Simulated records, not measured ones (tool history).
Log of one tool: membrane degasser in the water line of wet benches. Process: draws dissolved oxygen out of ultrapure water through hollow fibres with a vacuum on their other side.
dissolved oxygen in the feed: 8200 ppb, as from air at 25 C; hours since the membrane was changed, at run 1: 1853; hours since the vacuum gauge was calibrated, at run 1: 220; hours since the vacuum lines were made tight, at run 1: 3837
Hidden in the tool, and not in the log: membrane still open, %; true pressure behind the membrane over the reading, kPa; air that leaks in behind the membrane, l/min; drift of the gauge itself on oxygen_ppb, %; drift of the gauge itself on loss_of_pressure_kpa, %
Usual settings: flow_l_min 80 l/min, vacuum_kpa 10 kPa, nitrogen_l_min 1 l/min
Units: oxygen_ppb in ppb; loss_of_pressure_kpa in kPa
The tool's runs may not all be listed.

run	hour	flow_l_min	vacuum_kpa	nitrogen_l_min	hours since the membrane was changed	hours since the vacuum gauge was calibrated	hours since the vacuum lines were made tight	oxygen_ppb	loss_of_pressure_kpa
1	0	80	10	1	1853	220	3837	847.8	46.81
2	37.8	70	10	1	1891	258	3875	778.4	41.66
3	82.1	70	10	1	1935	302	3919	778.1	41.33
4	146.2	70	10	1	2000	367	3983	777.1	41.31
5	186.1	70	10	1	2039	406	4023	778.3	41.21
6	241.9	90	10	1	2095	462	4079	915.6	53.13
# hour 247.1: vacuum gauge calibrated
7	286	90	10	1	2139	39	4123	918	53.05
8	352	90	10	1	2205	105	4189	917.1	52.95
9	385.3	77	10	1	2238	138	4222	830.1	45.48
10	441.9	77	15.9	1	2295	195	4279	1449.4	45.67
# hour 490: vacuum gauge calibrated, once more
11	501.1	77	15.9	1	2353	11	4337	1444.5	45.49
12	534.5	107	10.8	1.69	2387	44	4371	814.5	63.29
13	565.6	103	17.6	1.88	2418	76	4402	1300.7	61.17
14	630	103	17.6	1.88	2482	140	4466	1303.3	61.01
15	665.1	103	17	2.64	2517	175	4501	992	61.31

Forecast each of these 3 alternatives for the next run:
A	715.6	61	10.6	0.58	2568	226	4552	?	?
B	715.6	103	6.1	2.64	2568	226	4552	?	?
C	715.6	63	10	0.69	2568	226	4552	?	?

run	oxygen_ppb	loss_of_pressure_kpa
A	1074.5	36.18
B	237.4	61.05
C	917	37.57
Without the tool's hidden state the same runs would have given:
run	oxygen_ppb	loss_of_pressure_kpa
A	1078.9	35.69
B	236.9	60.23
C	920.1	37.07
